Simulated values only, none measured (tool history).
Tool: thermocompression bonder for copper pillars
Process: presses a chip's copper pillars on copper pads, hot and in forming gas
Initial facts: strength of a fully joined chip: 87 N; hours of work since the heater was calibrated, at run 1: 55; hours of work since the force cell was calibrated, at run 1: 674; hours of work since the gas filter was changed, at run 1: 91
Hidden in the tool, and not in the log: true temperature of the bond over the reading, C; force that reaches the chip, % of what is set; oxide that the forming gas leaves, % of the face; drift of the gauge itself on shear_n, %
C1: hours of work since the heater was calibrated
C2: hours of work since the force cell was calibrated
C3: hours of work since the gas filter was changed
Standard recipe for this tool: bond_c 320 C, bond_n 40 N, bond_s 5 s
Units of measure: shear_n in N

run 1 day=0.000 | bond_c=320 bond_n=40 bond_s=5 | C1=55 C2=674 C3=91 | shear_n=31.5
run 2 day=1.062 | bond_c=320 bond_n=40 bond_s=5 | C1=71 C2=691 C3=107 | shear_n=31.4
run 3 day=2.404 | bond_c=342 bond_n=40 bond_s=5 | C1=92 C2=712 C3=128 | shear_n=37.6
run 4 day=3.412 | bond_c=342 bond_n=40 bond_s=5 | C1=108 C2=727 C3=144 | shear_n=36.8
run 5 day=4.850 | bond_c=342 bond_n=40 bond_s=5 | C1=130 C2=750 C3=166 | shear_n=36.8
run 6 day=6.358 | bond_c=342 bond_n=40 bond_s=5 | C1=153 C2=773 C3=189 | shear_n=36.7
run 7 day=7.458 | bond_c=342 bond_n=40 bond_s=5 | C1=170 C2=790 C3=206 | shear_n=36.2
run 8 day=8.858 | bond_c=320 bond_n=33 bond_s=5 | C1=192 C2=812 C3=228 | shear_n=27.6
run 9 day=9.896 | bond_c=320 bond_n=33 bond_s=5 | C1=208 C2=828 C3=244 | shear_n=27.4
run 10 day=10.975 | bond_c=320 bond_n=33 bond_s=5 | C1=225 C2=845 C3=261 | shear_n=27.7
-- day=12.021 forming gas filter changed
run 11 day=12.379 | bond_c=343 bond_n=40 bond_s=5 | C1=246 C2=866 C3=6 | shear_n=36.8
run 12 day=13.762 | bond_c=343 bond_n=40 bond_s=5 | C1=268 C2=887 C3=27 | shear_n=36.9
-- day=13.917 heater calibrated with a thermocouple chip
run 13 day=14.617 | bond_c=343 bond_n=40 bond_s=5 | C1=11 C2=899 C3=39 | shear_n=36.5
run 14 day=15.492 | bond_c=343 bond_n=40 bond_s=5 | C1=24 C2=913 C3=53 | shear_n=36.6
run 15 day=16.471 | bond_c=343 bond_n=40 bond_s=5 | C1=40 C2=928 C3=68 | shear_n=36.1
-- day=17.242 heater calibrated with a thermocouple chip, once more
run 16 day=18.083 | bond_c=320 bond_n=40 bond_s=5 | C1=13 C2=952 C3=91 | shear_n=32.3
run 17 day=19.262 | bond_c=320 bond_n=40 bond_s=5 | C1=31 C2=970 C3=110 | shear_n=32.2
run 18 day=19.933 | bond_c=320 bond_n=40 bond_s=5 | C1=42 C2=981 C3=120 | shear_n=31.8
run 19 day=20.562 | bond_c=320 bond_n=40 bond_s=5 | C1=52 C2=990 C3=130 | shear_n=31.8
run 20 day=21.846 | bond_c=320 bond_n=40 bond_s=13 | C1=71 C2=1010 C3=150 | shear_n=44.7
run 21 day=22.658 | bond_c=320 bond_n=30 bond_s=3 | C1=84 C2=1023 C3=162 | shear_n=21.1
run 22 day=23.371 | bond_c=320 bond_n=35 bond_s=7 | C1=95 C2=1034 C3=174 | shear_n=34.0
run 23 day=24.488 | bond_c=320 bond_n=35 bond_s=7 | C1=112 C2=1051 C3=191 | shear_n=33.4
run 24 day=25.154 | bond_c=320 bond_n=56 bond_s=7 | C1=123 C2=1062 C3=201 | shear_n=42.2
run 25 day=26.058 | bond_c=320 bond_n=56 bond_s=7 | C1=137 C2=1076 C3=215 | shear_n=41.6
run 26 day=26.904 | bond_c=320 bond_n=56 bond_s=7 | C1=150 C2=1089 C3=228 | shear_n=41.6
run 27 day=27.775 | bond_c=320 bond_n=56 bond_s=7 | C1=163 C2=1102 C3=242 | shear_n=41.9
run 28 day=28.458 | bond_c=320 bond_n=56 bond_s=7 | C1=174 C2=1113 C3=252 | shear_n=41.2
run 29 day=29.083 | bond_c=320 bond_n=56 bond_s=7 | C1=184 C2=1123 C3=262 | shear_n=41.6
-- day=29.996 forming gas filter changed
run 30 day=30.288 | bond_c=303 bond_n=56 bond_s=7 | C1=202 C2=1141 C3=4 | shear_n=38.0
run 31 day=31.238 | bond_c=303 bond_n=56 bond_s=7 | C1=217 C2=1156 C3=19 | shear_n=37.7
run 32 day=32.254 | bond_c=303 bond_n=56 bond_s=7 | C1=233 C2=1171 C3=35 | shear_n=37.4
run 33 day=33.579 | bond_c=320 bond_n=40 bond_s=12 | C1=253 C2=1192 C3=56 | shear_n=43.5
run 34 day=34.904 | bond_c=328 bond_n=51 bond_s=4 | C1=274 C2=1213 C3=76 | shear_n=34.8
run 35 day=36.371 | bond_c=349 bond_n=40 bond_s=3 | C1=296 C2=1235 C3=99 | shear_n=31.9
run 36 day=37.883 | bond_c=334 bond_n=30 bond_s=14 | C1=320 C2=1259 C3=122 | shear_n=44.3
run 37 day=38.683 | bond_c=325 bond_n=25 bond_s=14 | C1=332 C2=1271 C3=135 | shear_n=37.7
run 38 day=39.946 | bond_c=327 bond_n=32 bond_s=5 | C1=352 C2=1291 C3=154 | shear_n=29.3
run 39 day=40.642 | bond_c=345 bond_n=37 bond_s=5 | C1=363 C2=1302 C3=165 | shear_n=35.7

Some steps in shear_n, run to run, broken into two amounts with sign: the step expected even without the hidden condition (settings, incoming material, random variation), and the rest, left for the hidden condition together with whatever gauge scatter is not in both the measured and the hidden-condition-free result:
Run 10 -> 11: bond_c 320 -> 343, bond_n 33 -> 40, forming gas filter changed. shear_n +9.1 N: hidden state +0.7, all else +8.4.
Run 15 -> 16: bond_c 343 -> 320, heater calibrated with a thermocouple chip, once more. shear_n -3.8 N: hidden state +2.0, all else -5.8.
Run 19 -> 20: bond_s 5 -> 13. shear_n +12.9 N: hidden state -0.3, all else +13.2.
Run 20 -> 21: bond_n 40 -> 30, bond_s 13 -> 3. shear_n -23.6 N: hidden state +0.2, all else -23.8.
Run 21 -> 22: bond_n 30 -> 35, bond_s 3 -> 7. shear_n +12.9 N: hidden state -0.2, all else +13.1.
Run 29 -> 30: bond_c 320 -> 303, forming gas filter changed. shear_n -3.6 N: hidden state +1.4, all else -5.0.
